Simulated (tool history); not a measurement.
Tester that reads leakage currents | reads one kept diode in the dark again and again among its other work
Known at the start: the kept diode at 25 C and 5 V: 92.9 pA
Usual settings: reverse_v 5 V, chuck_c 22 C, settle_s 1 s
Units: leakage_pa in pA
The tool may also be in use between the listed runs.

run,day,reverse_v,chuck_c,settle_s,leakage_pa
1,0,5,22,1,65.2
2,5.212,1.89,22,1,38.1
# day 9.262: chuck's temperature calibrated
3,12.5,5,22,1,80.67
4,16.546,5,22,1,80.48
5,20.654,5,22,2.64,79.66
6,26.05,5,22,1,80.48
7,31.379,5,22,1,80.21
8,36.183,5,22,1,80.04
9,44.658,7.93,22,1,103.46
10,48.458,17.37,22,1,166.29
11,55.779,17.37,34,1,411.93
12,60.708,17.37,34,1.04,409.84
13,64.417,17.37,34,1.04,409.79
# day 66.692: tester calibrated
# day 67.529: probe card cleaned and baked
14,69.288,5.17,22,1,91.17
15,76.312,5.17,22,1,90.67
16,83.496,5.17,22,1,91.26
17,88.85,5,22,1,88.25
18,95.025,5,22,1,89.43
19,99.588,5,22,1,88.31
# day 104.338: probe card cleaned and baked, once more
20,107.188,5,22,1,63.08
21,112.996,2.79,44,0.7,349.27
22,117.633,2.79,44,0.7,346.56
23,123.246,5,21,0.37,59.8
24,127.746,5,21,0.37,59.63
25,135.892,1.04,21,0.36,26.86
26,144.308,1.23,48,0.31,318.58
27,150.571,1.23,21,0.7,28.25
28,155.4,1.23,21,0.7,28.02
# day 161.567: chuck's temperature calibrated
29,162.867,2.15,45,4.65,377.5
30,170.404,6.44,21,4.19,76.49
31,176.096,7.7,33,9.29,243.08
32,180.638,7.7,33,9.29,243.34
33,184.412,5,22,1.87,73.63
34,191.35,1.81,40,2.86,219.53
35,197.338,2.59,45,1,392.6
36,204.088,2.96,22,1,56.32
37,207.812,2.96,22,1,55.81
38,213.833,14.97,21,2.49,122.57
39,218.054,5,39,1.72,319.7
40,225.908,13.46,30,4.37,240.71

Forecast each of these 3 alternatives for the next run:
A,230.862,6.96,37,7.14,?
B,230.862,5,22,4.65,?
C,230.862,5.9,30,4.37,?

run,leakage_pa
A,312.75
B,71.68
C,156.12
Without the tool's hidden state the same runs would have given:
run,leakage_pa
A,329.53
B,70
C,160.8
